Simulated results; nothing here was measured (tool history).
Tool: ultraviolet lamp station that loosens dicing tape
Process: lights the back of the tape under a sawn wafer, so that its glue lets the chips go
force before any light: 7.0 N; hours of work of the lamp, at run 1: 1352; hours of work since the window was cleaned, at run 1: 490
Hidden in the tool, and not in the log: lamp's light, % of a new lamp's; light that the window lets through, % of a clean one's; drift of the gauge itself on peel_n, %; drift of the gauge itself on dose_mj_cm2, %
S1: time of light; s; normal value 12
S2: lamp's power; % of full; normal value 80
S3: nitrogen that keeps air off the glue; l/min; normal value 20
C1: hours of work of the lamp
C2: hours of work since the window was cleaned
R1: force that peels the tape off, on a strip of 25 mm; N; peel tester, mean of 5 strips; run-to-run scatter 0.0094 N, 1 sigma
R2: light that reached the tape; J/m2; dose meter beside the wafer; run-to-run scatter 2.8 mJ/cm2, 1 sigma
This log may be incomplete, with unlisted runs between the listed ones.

run	day	S1	S2	S3	C1	C2	R1	R2
1	0	12	80	20	1352	490	0.398	3950
2	1.154	12	80	20	1372	510	0.399	3950
3	2.517	21	80	20	1395	533	0.225	6850
# day 2.925: window cleaned of glue's vapour
4	4.6	21	80	20	1430	28	0.228	6910
5	6.15	21	80	20	1456	55	0.21	6900
6	8.112	12	86	20	1490	88	0.357	4250
7	9.338	12	80	20	1511	109	0.413	3960
8	10.367	12	68	8	1528	127	0.972	3340
9	12.329	12	68	8	1562	160	0.976	3320
10	13.783	12	80	19	1586	185	0.41	3940
11	15.738	12	80	19	1620	218	0.415	3930
12	17.888	12	80	19	1656	255	0.409	3940
13	19.75	8	73	8	1688	286	1.622	2410

Each run again, without the hidden state but with its own random variation kept:
run	R2
1	3970
2	3970
3	6880
4	6930
5	6920
6	4260
7	3970
8	3350
9	3340
10	3960
11	3940
12	3950
13	2420
For R1, the value without the hidden state is never more than 0.009 N from the measured value.

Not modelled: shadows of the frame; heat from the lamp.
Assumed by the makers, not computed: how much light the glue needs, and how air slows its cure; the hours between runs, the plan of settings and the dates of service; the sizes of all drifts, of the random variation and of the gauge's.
